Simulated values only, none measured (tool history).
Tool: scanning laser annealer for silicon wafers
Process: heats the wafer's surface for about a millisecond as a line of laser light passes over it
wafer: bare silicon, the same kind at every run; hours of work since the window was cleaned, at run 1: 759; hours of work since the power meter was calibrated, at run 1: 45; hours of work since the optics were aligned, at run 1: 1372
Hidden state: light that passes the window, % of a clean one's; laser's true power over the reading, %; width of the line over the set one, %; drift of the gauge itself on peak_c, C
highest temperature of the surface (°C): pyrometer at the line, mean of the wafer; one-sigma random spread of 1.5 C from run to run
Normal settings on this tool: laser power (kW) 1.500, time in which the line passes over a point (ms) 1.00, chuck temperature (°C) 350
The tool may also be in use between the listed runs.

run	day	laser power (kW)	time in which the line passes over a point (ms)	chuck temperature (°C)	hours of work since the window was cleaned	hours of work since the power meter was calibrated	hours of work since the optics were aligned	highest temperature of the surface (°C)
1	0.000	1.500	1.00	350	759	45	1372	1094
2	0.442	1.500	1.00	350	764	51	1378	1093
3	0.800	1.500	1.00	350	769	55	1382	1095
4	1.108	1.500	1.00	350	773	59	1386	1092
5	1.379	1.402	1.00	350	776	63	1390	1042
6	1.858	1.402	1.00	350	782	69	1396	1044
7	2.429	1.402	1.00	350	789	76	1403	1046
8	3.008	1.500	1.00	376	797	83	1410	1118
9	3.342	1.500	1.00	350	801	87	1414	1091
10	3.742	1.500	1.00	350	806	92	1419	1093
11	4.008	1.500	1.00	350	809	96	1423	1089
# day 4.575: optics aligned, line set to its width
12	4.742	1.500	1.00	350	816	102	2	1093
13	4.996	1.500	1.00	350	819	106	5	1093
14	5.388	1.500	1.00	350	824	111	10	1092
15	5.729	1.321	1.00	350	828	115	14	1006
16	6.008	1.500	1.00	350	832	118	18	1094
17	6.308	1.500	1.00	350	836	122	22	1092
18	6.633	1.500	1.00	350	840	126	26	1093
19	6.988	1.500	1.00	350	844	131	30	1095
20	7.571	1.500	1.04	350	851	138	38	1111
21	7.996	1.500	1.00	350	857	143	43	1094
22	8.567	1.500	1.21	350	864	150	50	1184
23	9.083	1.334	1.21	363	870	157	57	1105
24	9.525	1.499	1.21	355	876	163	62	1188
25	10.088	1.499	0.76	361	883	170	69	992
26	10.579	1.295	1.04	340	889	176	75	996
27	11.021	1.499	1.00	360	895	181	81	1103
28	11.504	1.499	1.00	360	901	187	87	1099
29	12.017	1.402	1.21	361	907	194	94	1139
30	12.600	1.402	1.21	361	915	201	101	1140
31	13.108	1.419	1.19	370	921	208	107	1150
32	13.421	1.370	0.91	365	925	211	111	1007
33	13.921	1.624	1.00	350	931	218	117	1154
34	14.304	1.500	0.86	389	936	223	122	1070
35	14.792	1.500	0.86	336	942	229	128	1016
36	15.162	1.589	1.12	318	947	233	133	1161
37	15.617	1.589	1.12	318	953	239	139	1162
38	16.138	1.644	0.79	350	959	246	145	1056
39	16.679	1.436	0.76	350	966	252	152	953
40	17.096	1.500	0.76	389	971	258	157	1022
# day 17.488: window over the wafer cleaned
41	17.492	1.500	0.88	319	0	262	161	1008

Predict each of these 3 candidate next runs independently; none follows another, all start after run 41:
A	18.058	1.500	0.73	319	7	269	168	?
B	18.058	1.500	0.78	350	7	269	168	?
C	18.058	1.305	1.00	323	7	269	168	?

run	highest temperature of the surface (°C)
A	935
B	995
C	972
Without the tool's hidden state the same runs would have given:
run	highest temperature of the surface (°C)
A	935
B	996
C	972
